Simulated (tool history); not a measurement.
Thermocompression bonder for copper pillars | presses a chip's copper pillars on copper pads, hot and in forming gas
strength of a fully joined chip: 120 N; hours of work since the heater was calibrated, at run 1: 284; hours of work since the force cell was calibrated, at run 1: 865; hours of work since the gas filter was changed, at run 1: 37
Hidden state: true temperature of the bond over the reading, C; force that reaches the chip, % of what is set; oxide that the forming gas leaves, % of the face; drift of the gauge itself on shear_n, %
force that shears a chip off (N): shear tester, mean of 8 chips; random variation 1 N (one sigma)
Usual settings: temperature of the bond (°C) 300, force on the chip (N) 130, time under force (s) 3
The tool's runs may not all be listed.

run,day,temperature of the bond (°C),force on the chip (N),time under force (s),hours of work since the heater was calibrated,hours of work since the force cell was calibrated,hours of work since the gas filter was changed,force that shears a chip off (N)
1,0,300,130,3,284,865,37,87.6
2,0.879,300,189,3,297,878,50,107.2
3,1.633,302,189,3,308,889,61,105.2
4,2.404,300,130,5,319,901,72,95.4
5,2.85,300,130,3,326,907,79,86.6
6,3.746,300,130,3,339,920,92,85.8
7,4.196,300,130,3,345,927,99,86.1
8,4.746,300,130,3,353,935,107,86.7
9,5.662,300,130,3,367,948,120,86.3
10,6.375,300,130,3,377,959,130,87.8
11,6.788,300,130,3,383,965,136,85.5
12,7.25,300,115,3,390,972,143,79.6
13,7.888,300,130,3,399,981,153,87.3
14,8.554,300,130,6,409,991,162,100.6
15,9.1,300,130,6,417,999,170,98.4
16,9.729,300,130,6,426,1008,180,99.6
17,10.475,300,130,6,437,1019,190,98.6
18,11.221,300,130,6,448,1030,201,102.3
19,11.629,300,130,6,454,1036,207,99.7
20,12.062,300,130,6,460,1042,214,100.3
21,12.9,300,130,3,473,1054,226,85.1
# day 13.762: forming gas filter changed
22,13.879,300,130,3,487,1068,2,87.2
23,14.675,300,130,3,498,1080,13,86.7
24,15.55,327,124,2,511,1093,26,93.7
25,16.462,327,124,2,524,1106,40,96.9
# day 17.379: force cell calibrated
26,17.433,283,124,2,538,1,53,59.8
27,18.233,283,124,2,549,12,65,61.6
28,19.138,320,96,3,563,26,78,84.8
29,19.854,300,130,6,573,36,88,99
30,20.246,274,184,3,579,42,94,84.1
31,20.738,325,79,2,586,49,101,66.2
32,21.4,325,79,2,596,59,111,66.7
33,22.217,318,130,4,608,71,123,105.6
34,22.788,318,130,4,616,79,131,104
35,23.529,316,130,4,627,90,142,101.9
36,24.275,300,140,4,638,101,153,94.9
37,24.908,316,130,6,647,110,162,110
38,25.767,317,134,5,660,123,175,108.6
39,26.246,278,155,2,667,130,182,71
40,26.812,318,104,2,675,138,190,77.7
41,27.271,300,152,3,682,145,197,96.7

Hidden state at the last listed run before each entry between runs and at the first one after, where it differs:
Between runs 21 and 22: forming gas filter changed (day 13.762)
  oxide that the forming gas leaves, % of the face: 0.77 -> 0.5
Between runs 25 and 26: force cell calibrated (day 17.379)
  force that reaches the chip, % of what is set: 100.1 -> 100; oxide that the forming gas leaves, % of the face: 0.55 -> 0.57

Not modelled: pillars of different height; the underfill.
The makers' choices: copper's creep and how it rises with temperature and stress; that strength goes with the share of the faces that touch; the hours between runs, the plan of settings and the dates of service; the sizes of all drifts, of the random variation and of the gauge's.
